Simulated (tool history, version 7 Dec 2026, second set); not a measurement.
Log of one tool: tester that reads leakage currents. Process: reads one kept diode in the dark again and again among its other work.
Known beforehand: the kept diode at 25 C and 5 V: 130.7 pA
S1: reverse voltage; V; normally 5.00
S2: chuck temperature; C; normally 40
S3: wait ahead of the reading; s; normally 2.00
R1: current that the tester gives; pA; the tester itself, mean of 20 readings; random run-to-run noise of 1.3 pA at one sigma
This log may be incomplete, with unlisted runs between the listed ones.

| run | day | S1 | S2 | S3 | R1 |
|---|---|---|---|---|---|
| 1 | 0.000 | 5.00 | 40 | 2.00 | 440.72 |
| 2 | 3.188 | 5.00 | 40 | 2.00 | 443.85 |
| 3 | 5.708 | 5.00 | 40 | 2.00 | 444.77 |
| 4 | 10.004 | 5.00 | 40 | 2.38 | 443.13 |
| 5 | 12.067 | 5.00 | 40 | 2.38 | 440.49 |
| 6 | 16.483 | 5.00 | 40 | 2.38 | 441.06 |
|  | 16.817 | tester calibrated |
| 7 | 19.512 | 5.00 | 42 | 2.38 | 511.10 |
| 8 | 23.442 | 5.00 | 40 | 2.00 | 441.03 |
|  | 23.754 | probe card cleaned and baked |
| 9 | 26.758 | 5.00 | 40 | 2.00 | 429.99 |
| 10 | 29.671 | 2.02 | 40 | 2.00 | 313.19 |
| 11 | 32.250 | 1.74 | 40 | 2.43 | 297.87 |
|  | 34.438 | tester calibrated, once more |
| 12 | 37.000 | 1.74 | 40 | 2.43 | 295.19 |
| 13 | 40.800 | 1.12 | 40 | 2.00 | 254.41 |
| 14 | 43.317 | 5.00 | 45 | 1.69 | 625.58 |
| 15 | 46.092 | 5.00 | 36 | 2.65 | 314.37 |
| 16 | 49.146 | 1.55 | 30 | 2.65 | 129.04 |
| 17 | 51.162 | 1.02 | 30 | 0.32 | 112.10 |
| 18 | 54.496 | 1.02 | 30 | 0.32 | 111.85 |
| 19 | 58.942 | 2.99 | 31 | 2.00 | 176.56 |
| 20 | 61.783 | 2.99 | 31 | 2.00 | 175.75 |

Each row is a separate what-if for the run after 20, all from the same tool condition, not one after another. Results?
| A | 64.604 | 5.00 | 40 | 0.64 | ? |
| B | 64.604 | 4.38 | 47 | 0.67 | ? |
| C | 64.604 | 11.29 | 46 | 0.60 | ? |
| D | 64.604 | 10.20 | 26 | 8.64 | ? |

| run | R1 |
|---|---|
| A | 428.03 |
| B | 686.77 |
| C | 893.02 |
| D | 181.49 |
With no hidden state in the tool, these same runs would have given:
| run | R1 |
|---|---|
| A | 439.33 |
| B | 705.52 |
| C | 915.18 |
| D | 183.53 |
